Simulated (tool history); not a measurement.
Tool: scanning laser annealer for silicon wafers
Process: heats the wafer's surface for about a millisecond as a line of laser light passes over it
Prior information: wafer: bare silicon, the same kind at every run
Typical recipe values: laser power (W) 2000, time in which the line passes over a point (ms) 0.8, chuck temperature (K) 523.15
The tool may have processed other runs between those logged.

| run | day | laser power (W) | time in which the line passes over a point (ms) | chuck temperature (K) | highest temperature of the surface (K) |
|---|---|---|---|---|---|
| 1 | 0 | 2000 | 0.8 | 523.15 | 1272.15 |
| 2 | 0.421 | 2109 | 0.8 | 523.15 | 1308.15 |
| 3 | 0.892 | 2000 | 0.619 | 523.15 | 1183.15 |
| 4 | 1.562 | 2000 | 0.8 | 523.15 | 1273.15 |
|  | 1.688 | window over the wafer cleaned |
| 5 | 2.179 | 2000 | 0.8 | 523.15 | 1265.15 |
| 6 | 2.662 | 2000 | 0.8 | 523.15 | 1267.15 |
|  | 2.975 | window over the wafer cleaned, once more |
| 7 | 3.329 | 2000 | 0.582 | 523.15 | 1171.15 |
| 8 | 3.771 | 2000 | 0.582 | 523.15 | 1167.15 |
| 9 | 4.179 | 2000 | 0.582 | 523.15 | 1174.15 |
| 10 | 4.738 | 1979 | 0.8 | 523.15 | 1271.15 |
| 11 | 5.108 | 1979 | 0.8 | 523.15 | 1274.15 |
| 12 | 5.583 | 2000 | 0.595 | 559.15 | 1211.15 |

Some steps in highest temperature of the surface (K) between neighbouring runs. How much of each would the tool show without its hidden state too (settings, what came in, random variation), and how much is left for the hidden state, with any gauge scatter that isn't in both results?
The hidden state here: light that passes the window, % of a clean one's; laser's true power over the reading, %; width of the line over the set one, %; drift of the gauge itself on peak_c, C.
Run 2 -> 3: laser power (W) 2109 -> 2000, time in which the line passes over a point (ms) 0.8 -> 0.619. highest temperature of the surface (K) -125: hidden state +1, all else -126.
Run 6 -> 7: time in which the line passes over a point (ms) 0.8 -> 0.582, window over the wafer cleaned, once more. highest temperature of the surface (K) -96: hidden state +16, all else -112.

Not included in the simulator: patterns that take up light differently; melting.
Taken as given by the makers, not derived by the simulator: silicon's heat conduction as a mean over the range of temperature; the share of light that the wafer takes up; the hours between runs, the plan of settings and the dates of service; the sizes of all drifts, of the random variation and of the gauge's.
